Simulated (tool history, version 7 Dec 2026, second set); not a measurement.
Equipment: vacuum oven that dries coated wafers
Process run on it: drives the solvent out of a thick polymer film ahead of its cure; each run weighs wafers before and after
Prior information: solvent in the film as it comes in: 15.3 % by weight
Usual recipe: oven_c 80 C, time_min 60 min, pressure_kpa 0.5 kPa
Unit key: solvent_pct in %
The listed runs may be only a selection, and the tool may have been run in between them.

run     day  oven_c  time_min  pressure_kpa  solvent_pct
  1       0      80        60           0.5         1.16
  2   0.812      67        60           0.5         4.15
  3     2.5      67        60           0.5         4.17
  4   3.575      67        60           0.5         4.19
  5   5.042      80        43           0.5         2.25
  6     6.1      80        43           0.5         2.25
  7   7.833      80       103           0.5         0.38
  8   9.462      80       103           0.5         0.42
  9  10.358      80       103         0.499         0.37
 10  11.446      80       103         0.499         0.39
 11  13.133      80        60           0.5         1.25
 12   14.65      80        60           0.5         1.27
 13  15.421      80        60         0.395         1.23
 14  16.662      80        60         0.395         1.23
 15  17.988      73        60           0.5         2.61
 16  18.967      73        60           0.5          2.7
 17  19.796      73        36           0.5         4.76
 18  21.329      73        36           0.5         4.87
 19  23.112      73        36           0.5         4.93
 20  23.962      73        36           0.5          4.9
 21  25.438      81        60           0.5         1.15
 22    26.2      81        60           0.5         1.16
 23  27.233      80        44           0.5         2.29
     27.371  -- vacuum gauge cleaned of residue and calibrated
 24  28.096      80        44           0.5         2.32
     28.462  -- oven's thermocouples calibrated
 25  28.983      87        44         0.601         0.87
 26  30.042      87        33         0.465         1.57
 27  31.821      71        61         1.074            3
 28  33.096      68        61         1.074         3.82
 29  34.408      87        44         1.252         1.07
     35.254  -- vacuum gauge cleaned of residue and calibrated, once more
 30  35.842      81        36           0.5         2.36
 31  36.812      69        37         1.964         5.76
 32  38.471      77        92         1.964         1.02
 33  39.554      77        92         1.964         1.02
 34  40.962      91        38         1.903         0.88
 35  42.738      91        38         1.903         0.91
 36  44.079      91        38         1.903          0.9
 37  44.812      80        47          1.85         2.02
 38  46.142      80        47          1.85         2.08
 39  47.083      80        67         0.303         0.73
 40   48.65      92        30         0.303         0.97
 41  50.204      90        34         0.856          1.1
 42  51.646      90        34         0.856         1.08
 43    53.1      90        45         0.856          0.6
 44  54.496      81        45         0.921         1.79
 45  55.258      81        45         0.921          1.8
 46  56.212      93        43         0.999         0.46

Had the tool no unlogged condition, and each run kept its random variation, what would the results have been?
Hidden conditions of the tool in this case: true wafer temperature over the reading, C; true pressure over the reading, kPa; drift of the gauge itself on solvent_pct, %.
run  solvent_pct
  1         0.95
  2         3.76
  3         3.76
  4         3.77
  5         1.94
  6         1.94
  7         0.26
  8          0.3
  9         0.25
 10         0.26
 11         0.98
 12            1
 13         0.96
 14         0.95
 15         2.18
 16         2.26
 17         4.28
 18         4.37
 19         4.42
 20         4.39
 21         0.86
 22         0.87
 23         1.87
 24         1.84
 25         0.77
 26         1.48
 27         2.82
 28         3.62
 29         0.95
 30         2.37
 31         5.76
 32         1.01
 33         1.01
 34         0.87
 35          0.9
 36         0.88
 37         1.99
 38         2.04
 39          0.7
 40         0.94
 41         1.06
 42         1.04
 43         0.56
 44         1.72
 45         1.73
 46         0.42

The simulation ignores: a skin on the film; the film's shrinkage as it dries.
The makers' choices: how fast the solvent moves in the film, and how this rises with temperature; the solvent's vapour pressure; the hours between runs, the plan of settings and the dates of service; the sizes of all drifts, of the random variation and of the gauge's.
